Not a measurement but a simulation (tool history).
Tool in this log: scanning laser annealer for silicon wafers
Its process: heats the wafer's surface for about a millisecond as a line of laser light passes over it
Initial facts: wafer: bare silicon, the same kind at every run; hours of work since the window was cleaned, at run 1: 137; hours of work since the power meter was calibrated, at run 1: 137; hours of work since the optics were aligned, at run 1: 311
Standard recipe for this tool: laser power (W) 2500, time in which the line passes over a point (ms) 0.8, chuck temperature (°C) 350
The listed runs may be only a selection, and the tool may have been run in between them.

run,hour,laser power (W),time in which the line passes over a point (ms),chuck temperature (°C),hours of work since the window was cleaned,hours of work since the power meter was calibrated,hours of work since the optics were aligned,highest temperature of the surface (°C)
1,0,2500,0.8,350,137,137,311,1059
2,18.2,2500,0.8,350,146,146,320,1059
3,28.8,2500,0.62,350,151,151,326,975
4,42.9,2500,0.8,350,158,158,333,1060
5,52,2500,0.8,350,163,163,337,1056
6,65.5,2500,0.8,350,169,169,344,1054
7,74,2231,0.8,350,174,174,348,976
8,88.2,2231,0.8,350,181,181,355,974
9,103.4,2500,0.8,325,188,188,363,1026
10,111.9,2500,0.8,350,192,192,367,1056
11,123.5,2500,0.8,350,198,198,373,1058
12,138,2500,0.57,347,205,205,380,939
13,147.1,2500,0.57,347,210,210,384,941
14,162.7,2500,0.57,347,217,217,392,939
15,172,2482,0.8,322,222,222,397,1016
16,184.1,2482,0.8,322,228,228,403,1016
17,199.6,2501,0.8,350,236,236,410,1049
18,212.2,2177,0.8,370,242,242,416,972
19,226.7,2602,0.635,321,249,249,424,969
20,240.9,2500,0.735,330,256,256,431,999

Alternative continuations, all from the tool just after run 20; predict every row:
A,254.6,2473,0.981,370,263,263,437,?
B,254.6,2443,0.595,366,263,263,437,?
C,254.6,2377,0.979,316,263,263,437,?

run,highest temperature of the surface (°C)
A,1128
B,954
C,1043
With no hidden state in the tool, these same runs would have given:
run,highest temperature of the surface (°C)
A,1165
B,983
C,1079

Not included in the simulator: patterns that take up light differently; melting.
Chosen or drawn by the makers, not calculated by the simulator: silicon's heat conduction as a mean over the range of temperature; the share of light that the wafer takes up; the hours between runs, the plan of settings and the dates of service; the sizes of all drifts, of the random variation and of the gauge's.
